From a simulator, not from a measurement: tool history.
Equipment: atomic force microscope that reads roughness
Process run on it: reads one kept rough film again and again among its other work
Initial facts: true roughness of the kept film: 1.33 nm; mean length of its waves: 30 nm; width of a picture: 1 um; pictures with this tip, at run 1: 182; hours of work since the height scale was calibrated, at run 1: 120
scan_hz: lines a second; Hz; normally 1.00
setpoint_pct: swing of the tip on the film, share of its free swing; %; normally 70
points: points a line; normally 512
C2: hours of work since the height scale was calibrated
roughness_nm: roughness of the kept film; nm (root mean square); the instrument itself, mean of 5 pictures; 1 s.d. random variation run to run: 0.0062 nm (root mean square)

Run 1, hour 0.0: usual settings; pictures with this tip 182; C2 120. Result: roughness_nm 1.104 nm (root mean square).
Run 2, hour 6.0: usual settings; pictures with this tip 191; C2 123. Result: roughness_nm 1.087 nm (root mean square).
Run 3, hour 12.7: usual settings; pictures with this tip 202; C2 126. Result: roughness_nm 1.081 nm (root mean square).
Run 4, hour 22.6: usual settings; pictures with this tip 217; C2 131. Result: roughness_nm 1.083 nm (root mean square).
Run 5, hour 30.4: usual settings; pictures with this tip 229; C2 134. Result: roughness_nm 1.080 nm (root mean square).
Run 6, hour 35.1: usual settings; pictures with this tip 237; C2 137. Result: roughness_nm 1.083 nm (root mean square).
Run 7, hour 44.9: usual settings; pictures with this tip 252; C2 141. Result: roughness_nm 1.076 nm (root mean square).
Run 8, hour 50.7: usual settings; pictures with this tip 261; C2 144. Result: roughness_nm 1.049 nm (root mean square).
Run 9, hour 56.2: usual settings; pictures with this tip 269; C2 146. Result: roughness_nm 1.060 nm (root mean square).
Run 10, hour 62.6: usual settings; pictures with this tip 279; C2 149. Result: roughness_nm 1.049 nm (root mean square).
Run 11, hour 69.3: usual settings; pictures with this tip 290; C2 153. Result: roughness_nm 1.050 nm (root mean square).
Run 12, hour 75.2: usual settings but scan_hz 1.17 Hz; pictures with this tip 299; C2 155. Result: roughness_nm 1.031 nm (root mean square).
Run 13, hour 83.7: usual settings but scan_hz 1.39 Hz; pictures with this tip 312; C2 159. Result: roughness_nm 1.023 nm (root mean square).
Run 14, hour 90.9: usual settings but points 513; pictures with this tip 323; C2 163. Result: roughness_nm 1.026 nm (root mean square).
At hour 92.3: new tip fitted.
Run 15, hour 97.5: usual settings but points 513; pictures with this tip 8; C2 166. Result: roughness_nm 1.186 nm (root mean square).
Run 16, hour 104.0: usual settings but scan_hz 0.66 Hz, setpoint_pct 72 %, points 397; pictures with this tip 18; C2 169. Result: roughness_nm 1.187 nm (root mean square).
Run 17, hour 111.0: usual settings but scan_hz 1.82 Hz, setpoint_pct 79 %, points 562; pictures with this tip 29; C2 172. Result: roughness_nm 1.059 nm (root mean square).
Run 18, hour 117.7: usual settings but setpoint_pct 75 %, points 609; pictures with this tip 39; C2 175. Result: roughness_nm 1.149 nm (root mean square).
Run 19, hour 127.7: usual settings but setpoint_pct 72 %, points 305; pictures with this tip 55; C2 180. Result: roughness_nm 1.149 nm (root mean square).
Run 20, hour 134.1: usual settings but scan_hz 0.75 Hz, setpoint_pct 72 %, points 906; pictures with this tip 65; C2 183. Result: roughness_nm 1.159 nm (root mean square).
Run 21, hour 143.9: usual settings but scan_hz 0.75 Hz, setpoint_pct 72 %, points 906; pictures with this tip 80; C2 187. Result: roughness_nm 1.152 nm (root mean square).
Run 22, hour 150.1: usual settings but scan_hz 2.49 Hz, setpoint_pct 89 %, points 695; pictures with this tip 89; C2 190. Result: roughness_nm 0.864 nm (root mean square).
Run 23, hour 158.3: usual settings but scan_hz 2.49 Hz, setpoint_pct 80 %, points 666; pictures with this tip 102; C2 194. Result: roughness_nm 0.958 nm (root mean square).
Run 24, hour 166.0: usual settings but scan_hz 2.49 Hz, setpoint_pct 80 %, points 666; pictures with this tip 114; C2 198. Result: roughness_nm 0.940 nm (root mean square).
Run 25, hour 171.7: usual settings but scan_hz 2.49 Hz, setpoint_pct 80 %, points 666; pictures with this tip 123; C2 200. Result: roughness_nm 0.952 nm (root mean square).
Run 26, hour 180.6: usual settings but scan_hz 1.23 Hz, setpoint_pct 73 %, points 752; pictures with this tip 137; C2 204. Result: roughness_nm 1.096 nm (root mean square).
Run 27, hour 189.9: usual settings but scan_hz 1.23 Hz, setpoint_pct 73 %, points 752; pictures with this tip 151; C2 209. Result: roughness_nm 1.083 nm (root mean square).
Run 28, hour 199.0: usual settings but points 602; pictures with this tip 165; C2 213. Result: roughness_nm 1.109 nm (root mean square).
Run 29, hour 207.1: usual settings but scan_hz 1.28 Hz, setpoint_pct 67 %, points 312; pictures with this tip 178; C2 217. Result: roughness_nm 1.081 nm (root mean square).

4 ways to go on from here, each from the tool as it stands after run 29. What would each give?
Run A, hour 214.6: usual settings but scan_hz 2.83 Hz, setpoint_pct 67 %, points 312; pictures with this tip 189; C2 220. Result: roughness_nm ?.
Run B, hour 214.6: usual settings but scan_hz 1.08 Hz, setpoint_pct 81 %, points 387; pictures with this tip 189; C2 220. Result: roughness_nm ?.
Run C, hour 214.6: usual settings but points 521; pictures with this tip 189; C2 220. Result: roughness_nm ?.
Run D, hour 214.6: usual settings but scan_hz 1.28 Hz, setpoint_pct 67 %, points 592; pictures with this tip 189; C2 220. Result: roughness_nm ?.

run  roughness_nm
  A         1.002
  B         1.027
  C         1.091
  D         1.087
With the hidden condition removed and each run's random variation left untouched, the same runs would have given:
run  roughness_nm
  A         1.096
  B         1.125
  C         1.194
  D         1.189

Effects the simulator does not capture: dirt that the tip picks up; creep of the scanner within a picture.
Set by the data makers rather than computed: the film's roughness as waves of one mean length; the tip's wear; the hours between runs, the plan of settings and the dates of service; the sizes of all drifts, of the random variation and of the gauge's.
